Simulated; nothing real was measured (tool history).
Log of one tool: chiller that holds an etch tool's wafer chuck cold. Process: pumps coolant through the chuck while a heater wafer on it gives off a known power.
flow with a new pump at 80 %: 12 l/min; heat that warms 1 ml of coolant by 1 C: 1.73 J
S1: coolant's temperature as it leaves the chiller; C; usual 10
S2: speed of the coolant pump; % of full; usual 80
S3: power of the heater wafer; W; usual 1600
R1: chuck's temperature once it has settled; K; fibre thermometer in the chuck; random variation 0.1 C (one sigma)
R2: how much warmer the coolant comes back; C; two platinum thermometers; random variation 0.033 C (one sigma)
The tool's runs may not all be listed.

{"run": 1, "hour": 0.0, "S1": 10, "S2": 80, "S3": 1600, "R1": 297.25, "R2": 4.71}
{"run": 2, "hour": 28.9, "S1": 10, "S2": 80, "S3": 1600, "R1": 297.15, "R2": 4.67}
{"run": 3, "hour": 53.2, "S1": 10, "S2": 80, "S3": 1600, "R1": 297.05, "R2": 4.66}
{"run": 4, "hour": 76.0, "S1": 10, "S2": 80, "S3": 1600, "R1": 297.15, "R2": 4.69}
{"run": 5, "hour": 106.9, "S1": 10, "S2": 80, "S3": 1600, "R1": 297.25, "R2": 4.63}
{"run": 6, "hour": 134.4, "S1": 10, "S2": 80, "S3": 1600, "R1": 297.15, "R2": 4.67}
{"run": 7, "hour": 167.7, "S1": 15, "S2": 72, "S3": 1600, "R1": 303.15, "R2": 5.3}
{"run": 8, "hour": 196.2, "S1": 12, "S2": 72, "S3": 1640, "R1": 300.65, "R2": 5.4}

Forecast run 9:
{"run": 9, "hour": 212.7, "S1": 10, "S2": 80, "S3": 1600, "R1": "?", "R2": "?"}

Run 9 gave R1 297.45 K, R2 4.64 C.
Without the tool's hidden state the same run would have given R1 297.15 K, R2 4.6 C.
